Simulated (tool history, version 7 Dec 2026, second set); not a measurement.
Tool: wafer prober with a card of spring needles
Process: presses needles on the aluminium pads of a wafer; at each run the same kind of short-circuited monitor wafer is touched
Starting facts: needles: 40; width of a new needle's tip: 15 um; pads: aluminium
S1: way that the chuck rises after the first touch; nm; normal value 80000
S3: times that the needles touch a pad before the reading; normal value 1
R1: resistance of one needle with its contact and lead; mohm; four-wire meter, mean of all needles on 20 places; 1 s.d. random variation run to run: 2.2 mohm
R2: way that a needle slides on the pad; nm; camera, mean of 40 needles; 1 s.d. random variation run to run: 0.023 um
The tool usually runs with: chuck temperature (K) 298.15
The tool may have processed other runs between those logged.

Run 1, hour 0: usual settings. Result: R1 251 mohm, R2 14920 nm.
At hour 13.2: tips cleaned on abrasive film.
Run 2, hour 21: usual settings. Result: R1 253 mohm, R2 14860 nm.
At hour 27.9: height of the first contact set anew.
At hour 31.2: tips cleaned on abrasive film.
Run 3, hour 36.7: usual settings. Result: R1 248 mohm, R2 14870 nm.
At hour 48.1: tips cleaned on abrasive film.
Run 4, hour 50.2: usual settings. Result: R1 247 mohm, R2 14820 nm.
Run 5, hour 59.8: usual settings. Result: R1 251 mohm, R2 14870 nm.
At hour 65.6: tips cleaned on abrasive film.
Run 6, hour 76: usual settings. Result: R1 253 mohm, R2 14790 nm.
At hour 83.1: tips cleaned on abrasive film.
Run 7, hour 96: usual settings. Result: R1 254 mohm, R2 14810 nm.
At hour 100.4: tips cleaned on abrasive film.
Run 8, hour 110: usual settings. Result: R1 250 mohm, R2 14790 nm.
At hour 117: tips cleaned on abrasive film.
Run 9, hour 125.4: usual settings but chuck temperature (K) 322.15. Result: R1 262 mohm, R2 14790 nm.
At hour 133.5: tips cleaned on abrasive film.
Run 10, hour 139.4: usual settings. Result: R1 249 mohm, R2 14790 nm.
At hour 150.1: tips cleaned on abrasive film.
Run 11, hour 155.6: usual settings. Result: R1 247 mohm, R2 14770 nm.
At hour 166.5: tips cleaned on abrasive film.
Run 12, hour 174.9: usual settings. Result: R1 252 mohm, R2 14790 nm.
At hour 184.1: tips cleaned on abrasive film.
Run 13, hour 193.1: usual settings. Result: R1 254 mohm, R2 14780 nm.
At hour 201.5: tips cleaned on abrasive film.
Run 14, hour 207.2: usual settings. Result: R1 253 mohm, R2 14730 nm.
At hour 218.4: tips cleaned on abrasive film.
Run 15, hour 230.2: usual settings. Result: R1 249 mohm, R2 14780 nm.
At hour 236.5: tips cleaned on abrasive film.
Run 16, hour 243.4: usual settings. Result: R1 252 mohm, R2 14730 nm.
At hour 253.4: tips cleaned on abrasive film.
Run 17, hour 263.4: usual settings. Result: R1 252 mohm, R2 14710 nm.
At hour 271.1: tips cleaned on abrasive film.
Run 18, hour 276: usual settings. Result: R1 250 mohm, R2 14650 nm.
Run 19, hour 287.3: usual settings but S1 71000 nm, chuck temperature (K) 349.15, S3 3. Result: R1 270 mohm, R2 13030 nm.
At hour 289: tips cleaned on abrasive film.
Run 20, hour 305.2: usual settings but chuck temperature (K) 310.15, S3 3. Result: R1 255 mohm, R2 14690 nm.
At hour 306.7: tips cleaned on abrasive film.
Run 21, hour 322.8: usual settings but chuck temperature (K) 310.15, S3 3. Result: R1 254 mohm, R2 14660 nm.
At hour 323.8: tips cleaned on abrasive film.
Run 22, hour 334.2: usual settings but chuck temperature (K) 334.15. Result: R1 263 mohm, R2 14680 nm.
At hour 341.2: tips cleaned on abrasive film.
Run 23, hour 344.1: usual settings but chuck temperature (K) 334.15. Result: R1 261 mohm, R2 14660 nm.

Expected results for the next run?
At hour 359: tips cleaned on abrasive film.
Run 24, hour 363.9: usual settings but chuck temperature (K) 329.15. Result: R1 ?, R2 ?.

Run 24 measured R1 259 mohm, R2 14680 nm.
With the hidden condition absent and the run-to-run variation left alone, this run would have shown R1 259 mohm, R2 14910 nm.
